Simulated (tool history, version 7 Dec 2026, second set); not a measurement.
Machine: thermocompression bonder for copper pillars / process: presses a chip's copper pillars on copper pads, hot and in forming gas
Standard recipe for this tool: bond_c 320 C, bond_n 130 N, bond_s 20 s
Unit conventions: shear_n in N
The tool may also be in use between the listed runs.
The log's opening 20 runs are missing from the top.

{"run": 21, "day": 5.754, "bond_c": 320, "bond_n": 130, "bond_s": 29, "shear_n": 67}
{"run": 22, "day": 6.004, "bond_c": 291, "bond_n": 130, "bond_s": 27, "shear_n": 43.9}
{"run": 23, "day": 6.196, "bond_c": 348, "bond_n": 179, "bond_s": 20, "shear_n": 102.7}
{"run": 24, "day": 6.4, "bond_c": 320, "bond_n": 80, "bond_s": 36, "shear_n": 42.7}
{"run": 25, "day": 6.775, "bond_c": 320, "bond_n": 143, "bond_s": 26, "shear_n": 72.1}
{"run": 26, "day": 7.167, "bond_c": 323, "bond_n": 136, "bond_s": 29, "shear_n": 72.7}
{"run": 27, "day": 7.338, "bond_c": 320, "bond_n": 130, "bond_s": 40, "shear_n": 74.7}
{"run": 28, "day": 7.704, "bond_c": 320, "bond_n": 130, "bond_s": 40, "shear_n": 74.8}
{"run": 29, "day": 8.075, "bond_c": 320, "bond_n": 130, "bond_s": 40, "shear_n": 74.7}
{"run": 30, "day": 8.283, "bond_c": 313, "bond_n": 79, "bond_s": 15, "shear_n": 25.9}
{"run": 31, "day": 8.671, "bond_c": 304, "bond_n": 193, "bond_s": 12, "shear_n": 60}
{"run": 32, "day": 8.896, "bond_c": 316, "bond_n": 80, "bond_s": 17, "shear_n": 28.6}
{"run": 33, "day": 9.229, "bond_c": 320, "bond_n": 112, "bond_s": 36, "shear_n": 62.4}

The next listed run, before its measurement:
{"run": 34, "day": 9.562, "bond_c": 338, "bond_n": 79, "bond_s": 20, "shear_n": "?"}

shear_n: 43.5 N
Minus the tool's unlogged condition, the same run would have read shear_n 47.3 N.

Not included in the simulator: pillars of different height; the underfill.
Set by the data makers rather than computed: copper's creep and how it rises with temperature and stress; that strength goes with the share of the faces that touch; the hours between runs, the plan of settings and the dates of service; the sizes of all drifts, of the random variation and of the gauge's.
